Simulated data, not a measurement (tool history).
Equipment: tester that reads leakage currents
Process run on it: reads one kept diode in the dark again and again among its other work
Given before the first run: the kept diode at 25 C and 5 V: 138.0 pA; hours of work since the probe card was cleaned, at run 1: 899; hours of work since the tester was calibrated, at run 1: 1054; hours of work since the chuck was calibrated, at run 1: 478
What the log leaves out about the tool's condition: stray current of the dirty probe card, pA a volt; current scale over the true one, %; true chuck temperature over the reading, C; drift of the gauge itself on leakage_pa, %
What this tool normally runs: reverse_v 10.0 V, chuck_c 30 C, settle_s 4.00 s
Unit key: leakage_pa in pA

run    hour  reverse_v  chuck_c  settle_s  hours of work since the probe card was cleaned  hours of work since the tester was calibrated  hours of work since the chuck was calibrated  leakage_pa
  1     0.0       10.0       30      4.00                                             899                                           1054                                           478      296.19
  2    27.4       10.0       30      4.00                                             920                                           1075                                           499      296.71
  3    67.7       10.0       30      4.00                                             951                                           1106                                           530      296.24
  4   111.5       10.0       30      4.00                                             984                                           1140                                           564      293.23
  5   157.4       10.0       29      4.00                                            1020                                           1175                                           599      268.07
  6   189.1       10.0       29      4.00                                            1044                                           1199                                           623      269.18
  7   226.9       10.0       29      4.00                                            1073                                           1228                                           652      267.94
  8   263.9       10.0       44      4.00                                            1101                                           1257                                           681      927.97
  9   288.6       10.0       28      4.00                                            1121                                           1276                                           700      244.84
 10   333.2       10.0       28      4.00                                            1155                                           1310                                           734      243.64
 11   361.3       10.0       30      4.00                                            1176                                           1332                                           756      289.40
 12   402.4       10.0       46      4.00                                            1208                                           1363                                           787     1075.05
 13   440.4       10.0       46      4.00                                            1237                                           1393                                           817     1072.52
 14   475.3       10.0       46      4.00                                            1264                                           1420                                           843     1069.79
 15   504.2       10.0       30      4.00                                            1286                                           1442                                           866      285.00
 16   530.2       10.0       30      4.00                                            1306                                           1462                                           886      284.91
 17   575.3       10.0       30      4.00                                            1341                                           1496                                           920      285.25
 18   603.1        2.2       30      6.30                                            1362                                           1518                                           942      126.74
 19   631.2        7.1       30      0.41                                            1384                                           1539                                           963      237.47
 20   661.0        7.1       30      0.41                                            1407                                           1562                                           986      237.00
 21   687.6        5.6       35      4.00                                            1427                                           1583                                          1007      317.79
 22   709.9        5.6       35      4.00                                            1444                                           1600                                          1024      316.36
 23   745.5        1.3       30      4.00                                            1472                                           1627                                          1051       95.84
 24   767.4        1.3       30      4.00                                            1489                                           1644                                          1068       95.64
 25   790.1        6.8       30      0.64                                            1506                                           1662                                          1086      228.73
 26   835.7        6.8       30      0.64                                            1541                                           1697                                          1121      228.81
 27   881.6        7.0       39      1.12                                            1576                                           1732                                          1156      494.51
 28   902.5       12.0       28      3.58                                            1593                                           1748                                          1172      257.68
 29   944.7       12.0       28      3.58                                            1625                                           1781                                          1204      258.04
 30   984.6        8.2       28      1.59                                            1656                                           1811                                          1235      210.54
 31  1031.1        6.7       48      4.00                                            1691                                           1847                                          1271      972.72
 32  1063.9       10.0       36      1.63                                            1717                                           1872                                          1296      455.26
 33  1098.1       12.6       30      2.46                                            1743                                           1898                                          1322      312.82

Here are 5 independent what-if runs from the current tool condition. What would each one return?
  A  1143.8        3.5       30      7.06                                            1778                                           1934                                          1358           ?
  B  1143.8        8.8       30      0.69                                            1778                                           1934                                          1358           ?
  C  1143.8       12.6       30      9.91                                            1778                                           1934                                          1358           ?
  D  1143.8       12.6       23      2.46                                            1778                                           1934                                          1358           ?
  E  1143.8       10.0       47      1.40                                            1778                                           1934                                          1358           ?

run  leakage_pa
  A      156.54
  B      256.84
  C      309.31
  D      170.02
  E     1105.55
The same runs, with their run-to-run variation unchanged, on a tool lacking any hidden condition would have given:
run  leakage_pa
  A      178.54
  B      289.50
  C      346.72
  D      185.73
  E     1258.49
